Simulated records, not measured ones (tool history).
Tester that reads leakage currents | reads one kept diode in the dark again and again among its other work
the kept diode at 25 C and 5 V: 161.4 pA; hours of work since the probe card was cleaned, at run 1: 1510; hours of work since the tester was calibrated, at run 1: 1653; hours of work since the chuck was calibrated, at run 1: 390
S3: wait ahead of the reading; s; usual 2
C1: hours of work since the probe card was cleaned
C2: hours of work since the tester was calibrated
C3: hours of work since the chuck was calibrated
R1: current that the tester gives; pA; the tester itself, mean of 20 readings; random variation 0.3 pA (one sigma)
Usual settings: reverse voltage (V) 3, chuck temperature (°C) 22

{"run": 1, "hour": 0.0, "reverse voltage (V)": 3, "chuck temperature (°C)": 22, "S3": 2, "C1": 1510, "C2": 1653, "C3": 390, "R1": 109.79}
{"run": 2, "hour": 35.6, "reverse voltage (V)": 3, "chuck temperature (°C)": 44, "S3": 2, "C1": 1531, "C2": 1673, "C3": 410, "R1": 687.41}
{"run": 3, "hour": 89.3, "reverse voltage (V)": 3, "chuck temperature (°C)": 44, "S3": 2, "C1": 1561, "C2": 1703, "C3": 440, "R1": 686.98}
{"run": 4, "hour": 132.4, "reverse voltage (V)": 3.89, "chuck temperature (°C)": 22, "S3": 2, "C1": 1585, "C2": 1728, "C3": 465, "R1": 126.71}
{"run": 5, "hour": 163.8, "reverse voltage (V)": 3.89, "chuck temperature (°C)": 22, "S3": 2, "C1": 1603, "C2": 1745, "C3": 482, "R1": 127.69}
{"run": 6, "hour": 203.4, "reverse voltage (V)": 3.89, "chuck temperature (°C)": 22, "S3": 2, "C1": 1626, "C2": 1768, "C3": 505, "R1": 127.89}
{"run": 7, "hour": 251.2, "reverse voltage (V)": 1, "chuck temperature (°C)": 22, "S3": 2, "C1": 1653, "C2": 1795, "C3": 532, "R1": 68.08}
{"run": 8, "hour": 290.0, "reverse voltage (V)": 1, "chuck temperature (°C)": 22, "S3": 2, "C1": 1675, "C2": 1817, "C3": 554, "R1": 67.99}
{"run": 9, "hour": 324.1, "reverse voltage (V)": 1, "chuck temperature (°C)": 22, "S3": 2, "C1": 1694, "C2": 1836, "C3": 573, "R1": 68.33}
{"run": 10, "hour": 355.1, "reverse voltage (V)": 3, "chuck temperature (°C)": 22, "S3": 1.59, "C1": 1711, "C2": 1854, "C3": 591, "R1": 115.03}
{"hour": 363.1, "done": "chuck's temperature calibrated"}
{"run": 11, "hour": 395.0, "reverse voltage (V)": 3, "chuck temperature (°C)": 22, "S3": 1.59, "C1": 1733, "C2": 1875, "C3": 18, "R1": 101.6}
{"run": 12, "hour": 447.5, "reverse voltage (V)": 5.08, "chuck temperature (°C)": 22, "S3": 2, "C1": 1763, "C2": 1905, "C3": 48, "R1": 133.2}
{"run": 13, "hour": 507.6, "reverse voltage (V)": 5.08, "chuck temperature (°C)": 22, "S3": 2, "C1": 1797, "C2": 1939, "C3": 82, "R1": 133.36}
{"run": 14, "hour": 568.7, "reverse voltage (V)": 5.08, "chuck temperature (°C)": 22, "S3": 2, "C1": 1831, "C2": 1973, "C3": 116, "R1": 134.82}
{"run": 15, "hour": 611.2, "reverse voltage (V)": 3, "chuck temperature (°C)": 22, "S3": 2, "C1": 1855, "C2": 1997, "C3": 140, "R1": 104.5}
{"run": 16, "hour": 650.9, "reverse voltage (V)": 1.8, "chuck temperature (°C)": 22, "S3": 2, "C1": 1878, "C2": 2020, "C3": 163, "R1": 82.8}
{"hour": 657.2, "done": "tester calibrated"}
{"run": 17, "hour": 684.4, "reverse voltage (V)": 3, "chuck temperature (°C)": 22, "S3": 4.88, "C1": 1895, "C2": 15, "C3": 181, "R1": 105.18}
{"run": 18, "hour": 742.2, "reverse voltage (V)": 1.16, "chuck temperature (°C)": 22, "S3": 1, "C1": 1928, "C2": 48, "C3": 213, "R1": 67.08}
{"run": 19, "hour": 795.1, "reverse voltage (V)": 1.16, "chuck temperature (°C)": 50, "S3": 1, "C1": 1958, "C2": 78, "C3": 243, "R1": 676.44}
{"run": 20, "hour": 827.4, "reverse voltage (V)": 4.9, "chuck temperature (°C)": 50, "S3": 1, "C1": 1976, "C2": 96, "C3": 262, "R1": 1309.91}
{"run": 21, "hour": 875.8, "reverse voltage (V)": 3, "chuck temperature (°C)": 22, "S3": 6.7, "C1": 2004, "C2": 124, "C3": 289, "R1": 107.56}
{"run": 22, "hour": 931.5, "reverse voltage (V)": 3, "chuck temperature (°C)": 23, "S3": 1.16, "C1": 2035, "C2": 155, "C3": 321, "R1": 118.21}
{"run": 23, "hour": 980.7, "reverse voltage (V)": 2.9, "chuck temperature (°C)": 22, "S3": 1.6, "C1": 2063, "C2": 183, "C3": 348, "R1": 107.22}
{"hour": 1034.9, "done": "tester calibrated, once more"}
{"run": 24, "hour": 1047.5, "reverse voltage (V)": 3, "chuck temperature (°C)": 32, "S3": 0.32, "C1": 2100, "C2": 7, "C3": 385, "R1": 260.8}
{"run": 25, "hour": 1080.2, "reverse voltage (V)": 1.28, "chuck temperature (°C)": 42, "S3": 0.31, "C1": 2118, "C2": 26, "C3": 404, "R1": 400.26}
{"run": 26, "hour": 1141.0, "reverse voltage (V)": 3, "chuck temperature (°C)": 24, "S3": 1.06, "C1": 2153, "C2": 60, "C3": 438, "R1": 133.45}
{"run": 27, "hour": 1202.2, "reverse voltage (V)": 3, "chuck temperature (°C)": 22, "S3": 1.06, "C1": 2187, "C2": 95, "C3": 473, "R1": 113.77}
{"run": 28, "hour": 1256.3, "reverse voltage (V)": 3, "chuck temperature (°C)": 37, "S3": 4.54, "C1": 2218, "C2": 125, "C3": 503, "R1": 401.02}
{"run": 29, "hour": 1302.5, "reverse voltage (V)": 2.45, "chuck temperature (°C)": 37, "S3": 3.81, "C1": 2244, "C2": 151, "C3": 529, "R1": 363.92}
{"run": 30, "hour": 1349.8, "reverse voltage (V)": 15.92, "chuck temperature (°C)": 56, "S3": 1.1, "C1": 2271, "C2": 178, "C3": 556, "R1": 3710.71}
{"run": 31, "hour": 1397.9, "reverse voltage (V)": 7.46, "chuck temperature (°C)": 26, "S3": 2.54, "C1": 2298, "C2": 205, "C3": 583, "R1": 252.8}
{"hour": 1419.9, "done": "chuck's temperature calibrated"}
{"run": 32, "hour": 1436.5, "reverse voltage (V)": 7.74, "chuck temperature (°C)": 43, "S3": 0.94, "C1": 2319, "C2": 226, "C3": 9, "R1": 924.33}
{"run": 33, "hour": 1477.9, "reverse voltage (V)": 7.74, "chuck temperature (°C)": 43, "S3": 0.94, "C1": 2342, "C2": 250, "C3": 33, "R1": 926.7}
{"run": 34, "hour": 1520.7, "reverse voltage (V)": 7.74, "chuck temperature (°C)": 43, "S3": 0.94, "C1": 2367, "C2": 274, "C3": 57, "R1": 933.05}

5 ways to go on from here, each from the tool as it stands after run 34. What would each give?
{"run": "A", "hour": 1558.7, "reverse voltage (V)": 7.74, "chuck temperature (°C)": 22, "S3": 0.94, "C1": 2388, "C2": 295, "C3": 79, "R1": "?"}
{"run": "B", "hour": 1558.7, "reverse voltage (V)": 7.67, "chuck temperature (°C)": 21, "S3": 2, "C1": 2388, "C2": 295, "C3": 79, "R1": "?"}
{"run": "C", "hour": 1558.7, "reverse voltage (V)": 11.24, "chuck temperature (°C)": 22, "S3": 1.08, "C1": 2388, "C2": 295, "C3": 79, "R1": "?"}
{"run": "D", "hour": 1558.7, "reverse voltage (V)": 17.56, "chuck temperature (°C)": 40, "S3": 1.2, "C1": 2388, "C2": 295, "C3": 79, "R1": "?"}
{"run": "E", "hour": 1558.7, "reverse voltage (V)": 1.75, "chuck temperature (°C)": 21, "S3": 8.88, "C1": 2388, "C2": 295, "C3": 79, "R1": "?"}

run=A R1=172.9
run=B R1=158.99
run=C R1=210.4
run=D R1=1080.89
run=E R1=75.58
Without the tool's hidden state the same runs would have given:
run=A R1=150.42
run=B R1=136.83
run=C R1=178.24
run=D R1=1023.1
run=E R1=70.03
